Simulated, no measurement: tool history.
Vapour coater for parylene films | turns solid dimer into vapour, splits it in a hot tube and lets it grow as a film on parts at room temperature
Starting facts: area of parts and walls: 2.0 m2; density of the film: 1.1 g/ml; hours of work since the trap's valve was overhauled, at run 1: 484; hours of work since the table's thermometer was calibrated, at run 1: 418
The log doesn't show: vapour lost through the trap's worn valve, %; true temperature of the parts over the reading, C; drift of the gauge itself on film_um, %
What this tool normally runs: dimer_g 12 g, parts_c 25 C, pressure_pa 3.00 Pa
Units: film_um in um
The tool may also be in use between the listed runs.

run     day  dimer_g  parts_c  pressure_pa  hours of work since the trap's valve was overhauled  hours of work since the table's thermometer was calibrated  film_um
  1   0.000       12       25         3.00                                                  484                                                         418     4.91
  2   1.596       12       25         3.00                                                  508                                                         442     4.92
      2.383  -- trap's valve overhauled
  3   3.221       12       25         3.00                                                   13                                                         464     4.93
  4   4.233       12       25         9.55                                                   28                                                         479     3.70
  5   5.092       12       25         9.55                                                   41                                                         492     3.73
  6   6.221       12       25         9.55                                                   58                                                         509     3.72
  7   7.275       12       25         3.00                                                   74                                                         525     4.90
  8   8.254       12       25         3.00                                                   88                                                         540     4.86
  9   9.904       12       25         3.00                                                  113                                                         565     4.91
 10  10.775       12       25         3.00                                                  126                                                         578     4.91
 11  11.646       13       25         3.00                                                  139                                                         591     5.30
 12  13.121       12       25         3.00                                                  161                                                         613     4.89
 13  14.467       12       25         3.00                                                  182                                                         633     4.89
 14  16.025       12       25         3.00                                                  205                                                         657     4.95
 15  17.233       12       25         3.00                                                  223                                                         675     4.96
 16  18.558       12       30         3.00                                                  243                                                         695     4.22
 17  19.596       12       30         3.00                                                  259                                                         710     4.25
 18  20.775       12       30         7.05                                                  277                                                         728     3.43
 19  21.908       12       30         4.82                                                  294                                                         745     3.79
 20  22.704       12       35         4.82                                                  306                                                         757     3.28
 21  23.504       20       25         3.00                                                  318                                                         769     8.15
 22  24.825       20       25         3.00                                                  337                                                         789     8.04
 23  25.808       20       25         3.00                                                  352                                                         804     8.13
 24  27.125       20       25         3.00                                                  372                                                         824     8.16
 25  28.754       19       32         3.00                                                  397                                                         848     6.32
 26  30.362       19       32         3.00                                                  421                                                         872     6.36
 27  31.425        8       21         4.18                                                  437                                                         888     3.39
 28  32.746        8       21         4.18                                                  457                                                         908     3.39
 29  33.738       12       25         5.14                                                  471                                                         923     4.30
 30  34.638       20       25         4.67                                                  485                                                         936     7.32
 31  35.483       12       26         3.65                                                  498                                                         949     4.53
 32  36.396       12       26         3.65                                                  512                                                         963     4.55
     36.892  -- trap's valve overhauled
 33  37.871       12       19         4.78                                                   15                                                         983     5.20
 34  39.512       12       31         3.11                                                   39                                                        1007     4.09
 35  40.988       12       21         8.58                                                   62                                                        1029     4.27
 36  41.704       12       35         8.58                                                   72                                                        1040     2.87
 37  42.704        9       29        11.12                                                   87                                                        1055     2.42
 38  43.675        9       26         4.67                                                  102                                                        1070     3.22
 39  44.842       12       33         3.00                                                  120                                                        1087     3.85
 40  45.925        8       25         4.53                                                  136                                                        1104     2.98
 41  47.158       12       25         4.26                                                  154                                                        1122     4.52
     47.533  -- table's thermometer calibrated
 42  48.246       17       37         3.00                                                  170                                                          11     4.88
 43  49.608       17       37         3.00                                                  191                                                          31     4.91
 44  51.238       13       24         3.00                                                  215                                                          56     5.49
 45  52.846       13       24         3.00                                                  239                                                          80     5.45
 46  53.867       13       24         3.00                                                  255                                                          95     5.50
 47  54.542       20       20         8.49                                                  265                                                         105     7.37

Describe how what the log doesn't record of the tool's condition differs between the last listed run preceding each entry between runs and the first listed run following it.
In the gap between runs 2 and 3: trap's valve overhauled (day 2.383)
  vapour lost through the trap's worn valve, %: 0.2 -> 0
In the gap between runs 32 and 33: trap's valve overhauled (day 36.892)
  vapour lost through the trap's worn valve, %: 0.2 -> 0
In the gap between runs 41 and 42: table's thermometer calibrated (day 47.533)
  true temperature of the parts over the reading, C: -0.03 -> 0

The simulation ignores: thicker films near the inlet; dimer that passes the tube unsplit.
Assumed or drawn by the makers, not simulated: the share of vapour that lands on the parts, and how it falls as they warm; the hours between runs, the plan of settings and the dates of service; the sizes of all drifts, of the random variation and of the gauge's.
